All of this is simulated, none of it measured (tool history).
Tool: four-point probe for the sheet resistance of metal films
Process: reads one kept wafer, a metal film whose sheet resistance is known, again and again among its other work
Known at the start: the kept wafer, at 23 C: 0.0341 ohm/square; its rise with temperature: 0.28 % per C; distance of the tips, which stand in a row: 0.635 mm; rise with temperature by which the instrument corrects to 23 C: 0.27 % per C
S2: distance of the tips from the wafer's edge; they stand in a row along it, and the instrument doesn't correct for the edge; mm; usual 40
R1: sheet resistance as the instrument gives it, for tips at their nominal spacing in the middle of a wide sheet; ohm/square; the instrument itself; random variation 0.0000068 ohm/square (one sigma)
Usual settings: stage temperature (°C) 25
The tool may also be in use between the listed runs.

run 1 day=0 | stage_temperature_(°C)=25 S2=40 | R1=0.033926
run 2 day=1.6 | stage_temperature_(°C)=25 S2=40 | R1=0.03392
run 3 day=2.983 | stage_temperature_(°C)=25 S2=40 | R1=0.033924
run 4 day=4.058 | stage_temperature_(°C)=25 S2=40 | R1=0.03392
run 5 day=6.042 | stage_temperature_(°C)=25 S2=40 | R1=0.033923
run 6 day=6.912 | stage_temperature_(°C)=25 S2=40 | R1=0.033911
run 7 day=7.879 | stage_temperature_(°C)=25 S2=40 | R1=0.033921
run 8 day=9.625 | stage_temperature_(°C)=25 S2=40 | R1=0.033912
-- day=9.767 stage's thermometer calibrated
run 9 day=11.579 | stage_temperature_(°C)=25 S2=40 | R1=0.033876
run 10 day=13.108 | stage_temperature_(°C)=25 S2=40 | R1=0.033875
run 11 day=14.204 | stage_temperature_(°C)=25 S2=48 | R1=0.033867
run 12 day=15.879 | stage_temperature_(°C)=26 S2=3 | R1=0.034671
-- day=16.067 stage's thermometer calibrated, once more
run 13 day=17.029 | stage_temperature_(°C)=18 S2=6 | R1=0.034098
run 14 day=18.092 | stage_temperature_(°C)=18 S2=3 | R1=0.034695
run 15 day=19.242 | stage_temperature_(°C)=18 S2=3 | R1=0.034695
run 16 day=20.433 | stage_temperature_(°C)=18 S2=3 | R1=0.034704
run 17 day=21.683 | stage_temperature_(°C)=18 S2=3 | R1=0.034694
run 18 day=23.262 | stage_temperature_(°C)=18 S2=8 | R1=0.034011

Forecast each of these 4 alternatives for the next run:
run A day=24.975 | stage_temperature_(°C)=25 S2=13 | R1=?
run B day=24.975 | stage_temperature_(°C)=22 S2=36 | R1=?
run C day=24.975 | stage_temperature_(°C)=25 S2=24 | R1=?
run D day=24.975 | stage_temperature_(°C)=18 S2=12 | R1=?

run=A R1=0.033966
run=B R1=0.033926
run=C R1=0.033939
run=D R1=0.033937
Without the tool's hidden state the same runs would have given:
run=A R1=0.034146
run=B R1=0.034107
run=C R1=0.034119
run=D R1=0.034117

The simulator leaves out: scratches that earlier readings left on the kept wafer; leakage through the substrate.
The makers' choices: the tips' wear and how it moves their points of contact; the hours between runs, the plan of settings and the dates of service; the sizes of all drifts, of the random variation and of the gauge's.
